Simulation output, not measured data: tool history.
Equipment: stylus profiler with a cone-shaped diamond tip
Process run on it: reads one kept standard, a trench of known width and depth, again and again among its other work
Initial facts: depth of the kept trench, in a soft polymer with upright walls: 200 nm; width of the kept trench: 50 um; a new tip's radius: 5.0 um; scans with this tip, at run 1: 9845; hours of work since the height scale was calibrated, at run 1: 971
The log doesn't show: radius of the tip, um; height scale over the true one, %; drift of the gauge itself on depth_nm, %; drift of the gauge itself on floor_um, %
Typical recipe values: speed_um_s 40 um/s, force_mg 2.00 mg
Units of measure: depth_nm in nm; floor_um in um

run,hour,speed_um_s,force_mg,scans with this tip,hours of work since the height scale was calibrated,depth_nm,floor_um
1,0.0,40,2.00,9845,971,202.14,46.16
2,101.9,40,1.76,10329,1019,202.12,46.13
3,203.3,40,2.00,10810,1066,202.29,46.06
4,280.2,40,2.00,11175,1102,202.21,46.04
5,387.8,40,2.00,11685,1152,202.36,46.01
6,448.6,40,2.00,11974,1181,202.36,46.03
7,497.2,40,2.00,12205,1204,202.46,45.95
8,561.2,80,2.00,12508,1233,202.50,45.65
9,634.2,40,2.00,12855,1268,202.50,45.98
10,692.8,40,2.00,13133,1295,202.50,45.88
11,792.8,40,3.57,13608,1342,203.30,45.90
12,864.0,40,3.57,13945,1375,203.30,45.87
13,910.7,40,3.57,14167,1397,203.40,45.89
14,966.5,40,2.39,14432,1423,202.79,45.81
15,1060.0,40,2.39,14875,1467,202.88,45.86
16,1122.5,40,2.39,15172,1496,202.86,45.82
17,1196.2,40,2.39,15522,1531,202.88,45.80
18,1283.2,40,2.39,15935,1571,202.99,45.72
# hour 1334.7: height scale calibrated on a step standard
19,1387.0,31,4.76,16425,24,202.63,45.80
20,1432.7,19,3.43,16642,46,202.03,45.85
21,1535.9,19,3.43,17132,94,202.14,45.76
22,1629.1,40,1.74,17574,138,201.45,45.58
23,1689.5,40,1.17,17861,166,201.21,45.50
24,1752.4,12,3.94,18159,195,202.44,45.81

Forecast run 25:
25,1822.2,12,3.94,18491,228,?,?

depth_nm: 202.51 nm
floor_um: 45.75 um
Minus the tool's unlogged condition, the same run would have read depth_nm 202.43 nm, floor_um 47.13 um.
